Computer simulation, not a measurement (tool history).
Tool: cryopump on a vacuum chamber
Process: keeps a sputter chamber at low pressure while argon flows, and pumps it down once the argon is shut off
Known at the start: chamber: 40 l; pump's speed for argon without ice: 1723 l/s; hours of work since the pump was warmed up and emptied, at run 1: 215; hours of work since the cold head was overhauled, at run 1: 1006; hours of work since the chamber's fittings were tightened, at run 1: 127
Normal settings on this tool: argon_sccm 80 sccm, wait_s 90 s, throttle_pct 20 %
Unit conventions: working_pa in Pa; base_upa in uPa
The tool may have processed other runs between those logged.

run,hour,argon_sccm,wait_s,throttle_pct,hours of work since the pump was warmed up and emptied,hours of work since the cold head was overhauled,hours of work since the chamber's fittings were tightened,working_pa,base_upa
1,0.0,80,90,20,215,1006,127,0.4054,1.00
2,46.2,80,69,20,242,1033,155,0.4067,1.24
3,90.6,80,69,20,269,1060,181,0.4095,1.30
4,136.9,80,69,20,296,1087,209,0.4094,1.34
5,184.0,80,48,20,324,1115,237,0.4118,1.74
6,224.7,80,48,20,348,1140,261,0.4132,1.80
7,279.2,80,48,20,381,1172,293,0.4168,1.82
# hour 298.1: pump warmed up, emptied and cooled again
8,333.7,80,48,20,21,1201,323,0.3979,1.71
9,378.0,80,48,20,48,1228,349,0.3942,1.70
10,424.6,80,90,20,75,1256,377,0.3955,1.15
11,454.2,80,90,20,93,1273,394,0.3964,1.13
12,484.8,158,90,20,111,1291,413,0.7842,1.15
13,518.1,158,90,20,131,1311,433,0.7901,1.15
14,561.8,58,63,24,157,1337,459,0.2427,1.51
15,616.6,57,63,24,190,1370,491,0.2386,1.47
16,665.2,83,90,19,219,1399,520,0.4427,1.26
17,705.6,40,90,35,243,1423,544,0.1184,1.28
18,747.6,80,45,19,268,1448,569,0.4296,1.97
19,791.5,113,84,19,294,1474,595,0.6065,1.32
20,833.0,83,22,19,318,1499,620,0.4462,3.63
21,868.0,33,21,20,339,1520,641,0.1697,3.59
22,921.5,136,35,20,371,1551,673,0.7055,2.54
# hour 955.5: pump warmed up, emptied and cooled again
23,963.4,33,35,20,5,1573,695,0.1617,2.39
24,1010.4,59,71,20,33,1601,723,0.2899,1.50
25,1051.2,50,67,20,57,1626,747,0.2482,1.56
26,1098.0,50,67,20,85,1653,775,0.2478,1.55

Predict each of these 3 candidate next runs independently; none follows another, all start after run 26:
A,1143.4,74,67,22,112,1681,802,?,?
B,1143.4,80,41,54,112,1681,802,?,?
C,1143.4,38,144,20,112,1681,802,?,?

run,working_pa,base_upa
A,0.3362,1.58
B,0.1519,2.26
C,0.1878,1.07
The same runs, with their run-to-run variation unchanged, on a tool lacking any hidden condition would have given:
run,working_pa,base_upa
A,0.3299,1.11
B,0.1451,1.79
C,0.1845,0.61
